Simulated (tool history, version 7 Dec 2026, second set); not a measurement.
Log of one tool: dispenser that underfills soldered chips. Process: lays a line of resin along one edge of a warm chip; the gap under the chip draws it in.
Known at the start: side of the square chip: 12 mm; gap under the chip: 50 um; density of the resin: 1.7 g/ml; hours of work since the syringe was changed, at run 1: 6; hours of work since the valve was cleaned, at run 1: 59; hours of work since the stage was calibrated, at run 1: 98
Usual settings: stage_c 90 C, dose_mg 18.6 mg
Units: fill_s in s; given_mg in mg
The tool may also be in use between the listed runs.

run    day  stage_c  dose_mg  hours of work since the syringe was changed  hours of work since the valve was cleaned  hours of work since the stage was calibrated  fill_s  given_mg
  1  0.000       90     18.6                                            6                                         59                                            98   243.9     17.70
  2  0.108       90     18.6                                            8                                         61                                           100   265.6     17.74
  3  0.192       90     18.6                                            9                                         62                                           101   295.0     17.50
  4  0.325       90     18.6                                           11                                         64                                           103   340.3     17.50
     0.379  -- new syringe of resin
  5  0.475       90     20.0                                            1                                         66                                           105   162.9     18.82
  6  0.592       90     19.1                                            3                                         68                                           107   186.1     18.03
  7  0.725       90     19.1                                            5                                         70                                           109   216.1     18.00
  8  0.838       90     19.1                                            7                                         71                                           111   247.5     18.02
  9  0.929       90     19.1                                            8                                         73                                           112   275.5     17.96
 10  1.033       90     18.6                                           10                                         74                                           114   310.9     17.40
 11  1.112       90     22.9                                           11                                         76                                           115   329.5     21.59
     1.175  -- new syringe of resin
 12  1.283       98     21.3                                            2                                         78                                           117   127.9     19.80
 13  1.371       98     21.3                                            3                                         79                                           119   137.2     19.82
 14  1.533       93     19.6                                            5                                         82                                           121   200.4     18.49
 15  1.617       90     18.3                                            7                                         83                                           122   242.6     17.03
 16  1.792       90     18.3                                            9                                         86                                           125   294.4     17.02
 17  1.954       84     21.9                                           12                                         88                                           127   422.6     20.26
     1.983  -- new syringe of resin
 18  2.146       91     17.6                                            2                                         91                                           130   174.0     16.19
 19  2.271      103     17.5                                            4                                         93                                           132   136.7     16.04

Forecast each of these 4 alternatives for the next run:
  A  2.412      103     21.6                                            7                                         95                                           134       ?         ?
  B  2.412       79     18.5                                            7                                         95                                           134       ?         ?
  C  2.412       93     23.2                                            7                                         95                                           134       ?         ?
  D  2.412       92     17.5                                            7                                         95                                           134       ?         ?

run  fill_s  given_mg
  A   153.2     19.90
  B   355.8     17.05
  C   210.9     21.49
  D   227.4     16.09
Without the tool's hidden state the same runs would have given:
run  fill_s  given_mg
  A    99.1     21.57
  B   228.9     18.48
  C   136.8     23.29
  D   145.1     17.45

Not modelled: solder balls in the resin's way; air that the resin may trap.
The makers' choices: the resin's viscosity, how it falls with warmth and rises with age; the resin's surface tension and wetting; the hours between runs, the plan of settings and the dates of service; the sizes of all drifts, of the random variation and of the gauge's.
